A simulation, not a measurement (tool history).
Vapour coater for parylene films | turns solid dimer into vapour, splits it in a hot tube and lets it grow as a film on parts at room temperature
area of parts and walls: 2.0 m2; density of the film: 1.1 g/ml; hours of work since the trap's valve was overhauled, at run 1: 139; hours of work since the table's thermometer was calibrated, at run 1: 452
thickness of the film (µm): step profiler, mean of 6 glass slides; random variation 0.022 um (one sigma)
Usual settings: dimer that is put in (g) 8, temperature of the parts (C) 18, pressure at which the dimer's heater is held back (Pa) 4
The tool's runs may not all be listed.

run   hour  dimer that is put in (g)  temperature of the parts (C)  pressure at which the dimer's heater is held back (Pa)  hours of work since the trap's valve was overhauled  hours of work since the table's thermometer was calibrated  thickness of the film (µm)
  1      0                         8                            18                                                       4                                                  139                                                         452                        2.56
  2   22.1                         8                            26                                                       4                                                  157                                                         470                        1.72
  3   40.5                         8                            21                                                       4                                                  172                                                         486                        2.17
  4   50.9                         8                            21                                                       4                                                  181                                                         494                        2.21
  5   65.7                         8                            21                                                       4                                                  193                                                         506                        2.18
  6   75.1                         8                            21                                                       4                                                  201                                                         514                         2.2
  7   97.3                         8                            21                                                       4                                                  220                                                         533                        2.14
  8  109.6                         5                            18                                                       4                                                  230                                                         543                        1.54
  9  132.1                         5                            18                                                       4                                                  248                                                         562                        1.55
 10  143.6                         4                            18                                                       4                                                  258                                                         571                        1.22
 11  157.8                         4                            18                                                       4                                                  270                                                         583                         1.2
 12  167.1                         4                            18                                                       4                                                  278                                                         591                        1.22
 13  179.1                         4                            18                                                       4                                                  287                                                         601                         1.2
 14  201.8                         4                            18                                                    6.52                                                  306                                                         620                        1.13
 15  221.7                         4                            18                                                    6.52                                                  323                                                         636                        1.16
 16  236.5                         4                            18                                                    6.52                                                  335                                                         648                        1.11
 17    256                         4                            18                                                    6.52                                                  351                                                         665                        1.12
 18  269.6                         8                            18                                                       4                                                  363                                                         676                         2.4
 19  290.7                         8                            18                                                       4                                                  380                                                         693                        2.38
 20  311.4                         8                            11                                                       4                                                  397                                                         711                        3.19
 21  331.7                         8                            11                                                       4                                                  414                                                         728                        3.21
 22  353.1                         8                            11                                                       4                                                  432                                                         745                        3.15
 23  369.3                         8                            11                                                       4                                                  446                                                         759                        3.15
 24  380.9                         8                            17                                                    2.23                                                  455                                                         768                        2.66
 25  401.4                        12                            17                                                     2.2                                                  472                                                         785                        3.98
 26  414.9                         3                            18                                                       4                                                  483                                                         797                        0.84
 27  434.6                         4                            21                                                       4                                                  500                                                         813                           1
 28  457.1                         4                            21                                                       4                                                  519                                                         832                        0.99
 29  473.9                         7                            25                                                    6.04                                                  533                                                         846                        1.33
 30  485.9                         3                            11                                                    2.67                                                  542                                                         856                        1.16
 31  502.5                         8                            15                                                    4.34                                                  556                                                         869                        2.56
     521.7  -- trap's valve overhauled
 32  525.2                        11                            18                                                    5.99                                                    3                                                         885                        3.38
 33  535.2                        10                            23                                                    5.95                                                   11                                                         893                        2.42
 34  556.6                         5                            23                                                    5.95                                                   29                                                         911                        1.19
 35  571.2                         3                            17                                                     5.3                                                   41                                                         923                        0.96
 36  585.5                         6                            21                                                       4                                                   53                                                         935                        1.68
 37  607.1                         6                            21                                                       4                                                   71                                                         953                        1.66
 38  625.1                         9                            16                                                    3.15                                                   86                                                         968                        3.25
 39  635.4                         9                            18                                                    3.37                                                   95                                                         977                        2.89
 40  654.9                         3                            29                                                    3.84                                                  111                                                         993                        0.56
 41  668.6                         4                            29                                                    2.03                                                  122                                                        1004                        0.79
 42  686.9                         4                            29                                                    2.03                                                  137                                                        1019                        0.81
 43  697.9                         4                            29                                                    2.03                                                  147                                                        1029                        0.81
 44  710.2                        12                            15                                                    2.13                                                  157                                                        1039                        4.73

Forecast each of these 3 alternatives for the next run:
  A  721.2                         4                            16                                                    8.31                                                  166                                                        1048                           ?
  B  721.2                         7                            16                                                    6.93                                                  166                                                        1048                           ?
  C  721.2                        10                            19                                                    2.13                                                  166                                                        1048                           ?

run  thickness of the film (µm)
  A                        1.25
  B                         2.2
  C                        3.25
Without the tool's hidden state the same runs would have given:
run  thickness of the film (µm)
  A                        1.36
  B                        2.38
  C                        3.51
